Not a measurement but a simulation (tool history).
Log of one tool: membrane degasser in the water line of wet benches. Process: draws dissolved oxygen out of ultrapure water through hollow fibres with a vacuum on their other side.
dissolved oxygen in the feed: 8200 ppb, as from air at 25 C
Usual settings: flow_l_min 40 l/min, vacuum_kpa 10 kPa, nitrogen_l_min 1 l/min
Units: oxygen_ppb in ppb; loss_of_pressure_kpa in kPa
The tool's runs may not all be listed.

run,day,flow_l_min,vacuum_kpa,nitrogen_l_min,oxygen_ppb,loss_of_pressure_kpa
1,0,40,10,1,536.5,65.25
2,1.692,40,10,1,535.7,65.6
3,3.146,40,10,0.47,891.8,65.26
4,4.767,40,10,0.47,892.8,65.27
5,6.558,40,10,0.47,890.6,65.21
6,8.179,40,10,0.47,891.3,65.24
7,10.208,40,10,1.54,384.3,65.19
8,12.167,40,10,1.54,384.1,65.31
9,13.917,40,10,1,537.1,65.48
10,15.329,34,10,1,467.3,55.72
11,16.912,40,10,1,536.4,65.32
12,18.858,40,10,1,534.3,65.73
13,21.038,40,10,1,536,65.01
14,22.838,30,10,1,421.2,48.69
15,24.054,40,10,1,538.1,65.44
16,26.029,40,10,1,535.7,65.45
17,27.533,40,10,1,536.7,65.09
18,28.588,40,10,1,536.4,65.89
19,30.496,62,17.4,1.84,984.5,102.14
20,32.204,40,9.8,2.86,226.3,65.2
21,33.342,40,7.5,0.61,498.6,65.63
22,35.283,49,8.7,0.88,580.6,80.22
23,36.438,49,8.7,0.88,581.3,80.35
24,38.371,28,19.1,1.86,528.2,45.67
25,39.642,52,10,1,679.6,85.4
26,41.717,60,16.1,2.59,693.1,98.63
27,43.638,60,12.9,0.71,1277.5,97.64
28,44.783,27,20.5,0.65,1263,44.04
29,46.888,27,20.5,0.65,1264.8,44.33
30,49.071,27,20.5,0.65,1263,44.38
31,50.279,27,20.5,0.65,1262.5,44.36
32,51.679,27,20.5,0.65,1263.4,44.75
33,53.325,60,23.4,1.61,1399.9,98.6

Forecast each of these 3 alternatives for the next run:
A,54.675,39,6.2,1.29,?,?
B,54.675,58,13.2,1,?,?
C,54.675,29,23.4,2.21,?,?

run,oxygen_ppb,loss_of_pressure_kpa
A,205.7,64.11
B,1037.5,94.74
C,587.8,47.48
Without the tool's hidden state the same runs would have given:
run,oxygen_ppb,loss_of_pressure_kpa
A,198.5,63.4
B,1028,93.7
C,577.7,46.96

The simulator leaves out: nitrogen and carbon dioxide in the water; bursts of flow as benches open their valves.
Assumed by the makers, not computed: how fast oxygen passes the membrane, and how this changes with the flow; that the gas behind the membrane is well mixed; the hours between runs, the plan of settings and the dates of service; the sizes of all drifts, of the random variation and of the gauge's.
